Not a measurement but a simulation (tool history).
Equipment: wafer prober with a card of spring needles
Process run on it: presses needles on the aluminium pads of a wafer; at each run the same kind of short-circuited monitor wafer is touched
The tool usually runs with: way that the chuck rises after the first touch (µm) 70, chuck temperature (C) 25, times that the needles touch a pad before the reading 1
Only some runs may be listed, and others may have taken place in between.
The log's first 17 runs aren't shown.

run   hour  way that the chuck rises after the first touch (µm)  chuck temperature (C)  times that the needles touch a pad before the reading  touches since the tips were cleaned  cleanings since the card got new needles  touches since the first contact's height was set  resistance of one needle with its contact and lead (mohm)  way that a needle slides on the pad (µm)
     235.1  -- tips cleaned on abrasive film
 18  238.1                                                   74                     25                                                      2                                 1044                                        38                                            219706                                                        126                                     13.85
 19  247.6                                                   79                     56                                                      2                                 4330                                        38                                            222992                                                        142                                     14.79
     251.9  -- tips cleaned on abrasive film
 20  260.1                                                   79                     56                                                      2                                 2828                                        39                                            227278                                                        135                                     14.72
     268.8  -- tips cleaned on abrasive film
 21  279.4                                                   79                     56                                                      2                                 3686                                        40                                            233933                                                        135                                     14.84
     285.6  -- tips cleaned on abrasive film
 22  289.5                                                   57                     84                                                      3                                 1350                                        41                                            237413                                                        135                                     10.41
     296.2  -- height of the first contact set anew
     302.9  -- tips cleaned on abrasive film
 23  302.9                                                   70                     88                                                      2                                    0                                        42                                              2274                                                        121                                     13.74
 24  318.1                                                   70                     88                                                      2                                 5266                                        42                                              7540                                                        149                                     13.63
     319.1  -- tips cleaned on abrasive film
 25  331.8                                                   70                     88                                                      2                                 4400                                        43                                             12259                                                        149                                     13.68
     335.8  -- tips cleaned on abrasive film
 26  348.5                                                   54                     62                                                      2                                 4414                                        44                                             18002                                                        164                                     10.58
     351.7  -- tips cleaned on abrasive film
 27  361.8                                                   70                     39                                                      3                                 3510                                        45                                             22582                                                        128                                     13.49
     369.3  -- tips cleaned on abrasive film
 28  379.1                                                   68                     83                                                      2                                 3389                                        46                                             28524                                                        144                                      13.2
     386.5  -- tips cleaned on abrasive film
 29  393.3                                                   55                     57                                                      2                                 2362                                        47                                             33425                                                        152                                     10.61
     402.7  -- tips cleaned on abrasive film
 30  412.7                                                   78                     93                                                      2                                 3443                                        48                                             40094                                                        141                                      15.1
     419.7  -- tips cleaned on abrasive film
 31  431.5                                                   52                     25                                                      2                                 4061                                        49                                             46565                                                        165                                     10.03
     436.2  -- tips cleaned on abrasive film
 32  440.6                                                   52                     25                                                      2                                 1498                                        50                                             49683                                                        148                                        10
     453.6  -- tips cleaned on abrasive film
 33  458.4                                                   52                     25                                                      2                                 1659                                        51                                             55832                                                        149                                      9.98
     470.3  -- tips cleaned on abrasive film
 34  470.3                                                   58                     28                                                      1                                    0                                        52                                             59920                                                        118                                     11.18

Branching from run 34: 3 alternative next runs. What would each branch give?
  A  481.8                                                   55                     46                                                      2                                 3987                                        52                                             63907                                                          ?                                         ?
  B  481.8                                                   58                     28                                                      1                                 3987                                        52                                             63907                                                          ?                                         ?
  C  481.8                                                   70                     25                                                      2                                 3987                                        52                                             63907                                                          ?                                         ?

run  resistance of one needle with its contact and lead (mohm)  way that a needle slides on the pad (µm)
  A                                                        158                                      10.6
  B                                                        179                                     11.15
  C                                                        140                                     13.51
What these runs would have given with no unlogged condition in the tool:
run  resistance of one needle with its contact and lead (mohm)  way that a needle slides on the pad (µm)
  A                                                        115                                     10.81
  B                                                        113                                     11.37
  C                                                        110                                     13.73
